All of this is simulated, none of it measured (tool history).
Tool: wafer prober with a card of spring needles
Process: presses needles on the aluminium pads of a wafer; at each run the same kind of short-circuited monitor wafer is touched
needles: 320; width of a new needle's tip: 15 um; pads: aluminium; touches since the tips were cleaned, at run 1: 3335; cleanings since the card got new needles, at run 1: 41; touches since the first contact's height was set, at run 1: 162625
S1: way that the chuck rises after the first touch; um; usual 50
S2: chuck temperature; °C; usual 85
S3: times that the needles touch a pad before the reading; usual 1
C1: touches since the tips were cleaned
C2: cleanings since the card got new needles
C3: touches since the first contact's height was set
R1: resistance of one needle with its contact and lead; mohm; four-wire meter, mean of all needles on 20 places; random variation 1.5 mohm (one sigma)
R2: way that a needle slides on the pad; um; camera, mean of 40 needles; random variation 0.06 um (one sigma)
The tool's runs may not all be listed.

{"run": 1, "day": 0.0, "S1": 50, "S2": 85, "S3": 1, "C1": 3335, "C2": 41, "C3": 162625, "R1": 162, "R2": 9.43}
{"day": 0.062, "done": "tips cleaned on abrasive film"}
{"day": 0.333, "done": "tips cleaned on abrasive film"}
{"day": 0.671, "done": "tips cleaned on abrasive film"}
{"run": 2, "day": 0.721, "S1": 50, "S2": 53, "S3": 1, "C1": 674, "C2": 44, "C3": 171983, "R1": 147, "R2": 9.56}
{"day": 0.983, "done": "tips cleaned on abrasive film"}
{"run": 3, "day": 1.233, "S1": 50, "S2": 53, "S3": 1, "C1": 3321, "C2": 45, "C3": 178724, "R1": 158, "R2": 9.55}
{"day": 1.292, "done": "tips cleaned on abrasive film"}
{"day": 1.612, "done": "tips cleaned on abrasive film"}
{"day": 1.933, "done": "tips cleaned on abrasive film"}
{"run": 4, "day": 2.079, "S1": 50, "S2": 53, "S3": 1, "C1": 1938, "C2": 48, "C3": 189733, "R1": 153, "R2": 9.62}
{"day": 2.204, "done": "tips cleaned on abrasive film"}
{"day": 2.479, "done": "tips cleaned on abrasive film"}
{"day": 2.783, "done": "tips cleaned on abrasive film"}
{"day": 3.079, "done": "tips cleaned on abrasive film"}
{"run": 5, "day": 3.079, "S1": 50, "S2": 85, "S3": 1, "C1": 0, "C2": 52, "C3": 202773, "R1": 144, "R2": 9.4}
{"day": 3.421, "done": "tips cleaned on abrasive film"}
{"day": 3.746, "done": "tips cleaned on abrasive film"}
{"day": 3.875, "done": "height of the first contact set anew"}
{"day": 4.079, "done": "tips cleaned on abrasive film"}
{"run": 6, "day": 4.238, "S1": 50, "S2": 85, "S3": 1, "C1": 2110, "C2": 55, "C3": 4779, "R1": 156, "R2": 10.09}
{"day": 4.379, "done": "tips cleaned on abrasive film"}
{"day": 4.704, "done": "tips cleaned on abrasive film"}
{"day": 5.017, "done": "tips cleaned on abrasive film"}
{"run": 7, "day": 5.275, "S1": 50, "S2": 85, "S3": 1, "C1": 3459, "C2": 58, "C3": 18334, "R1": 163, "R2": 10.03}
{"day": 5.35, "done": "tips cleaned on abrasive film"}
{"day": 5.688, "done": "tips cleaned on abrasive film"}
{"day": 5.979, "done": "tips cleaned on abrasive film"}
{"run": 8, "day": 5.979, "S1": 50, "S2": 85, "S3": 1, "C1": 0, "C2": 61, "C3": 27465, "R1": 143, "R2": 10.09}
{"day": 6.254, "done": "tips cleaned on abrasive film"}
{"day": 6.554, "done": "tips cleaned on abrasive film"}
{"run": 9, "day": 6.554, "S1": 50, "S2": 85, "S3": 1, "C1": 0, "C2": 63, "C3": 34944, "R1": 147, "R2": 9.96}
{"day": 6.879, "done": "tips cleaned on abrasive film"}
{"day": 7.154, "done": "tips cleaned on abrasive film"}
{"run": 10, "day": 7.396, "S1": 50, "S2": 85, "S3": 3, "C1": 3213, "C2": 65, "C3": 45979, "R1": 149, "R2": 9.99}
{"day": 7.467, "done": "tips cleaned on abrasive film"}
{"day": 7.792, "done": "tips cleaned on abrasive film"}
{"run": 11, "day": 8.038, "S1": 50, "S2": 85, "S3": 3, "C1": 3249, "C2": 67, "C3": 54339, "R1": 153, "R2": 9.88}
{"day": 8.104, "done": "tips cleaned on abrasive film"}
{"day": 8.433, "done": "tips cleaned on abrasive film"}
{"day": 8.721, "done": "tips cleaned on abrasive film"}
{"run": 12, "day": 8.733, "S1": 52, "S2": 69, "S3": 3, "C1": 168, "C2": 70, "C3": 63405, "R1": 140, "R2": 10.28}
{"day": 9.042, "done": "tips cleaned on abrasive film"}
{"day": 9.317, "done": "tips cleaned on abrasive film"}
{"day": 9.625, "done": "tips cleaned on abrasive film"}
{"run": 13, "day": 9.708, "S1": 35, "S2": 41, "S3": 1, "C1": 1116, "C2": 73, "C3": 76117, "R1": 154, "R2": 6.88}
{"day": 9.9, "done": "tips cleaned on abrasive film"}
{"day": 10.217, "done": "tips cleaned on abrasive film"}
{"day": 10.517, "done": "tips cleaned on abrasive film"}
{"run": 14, "day": 10.608, "S1": 50, "S2": 85, "S3": 2, "C1": 1207, "C2": 76, "C3": 87863, "R1": 148, "R2": 9.83}

Forecast run 15:
{"day": 10.796, "done": "tips cleaned on abrasive film"}
{"day": 11.121, "done": "tips cleaned on abrasive film"}
{"run": 15, "day": 11.179, "S1": 50, "S2": 85, "S3": 2, "C1": 773, "C2": 78, "C3": 95282, "R1": "?", "R2": "?"}

R1: 148 mohm
R2: 9.86 um
Without the tool's hidden state the same run would have given R1 143 mohm, R2 10.13 um.
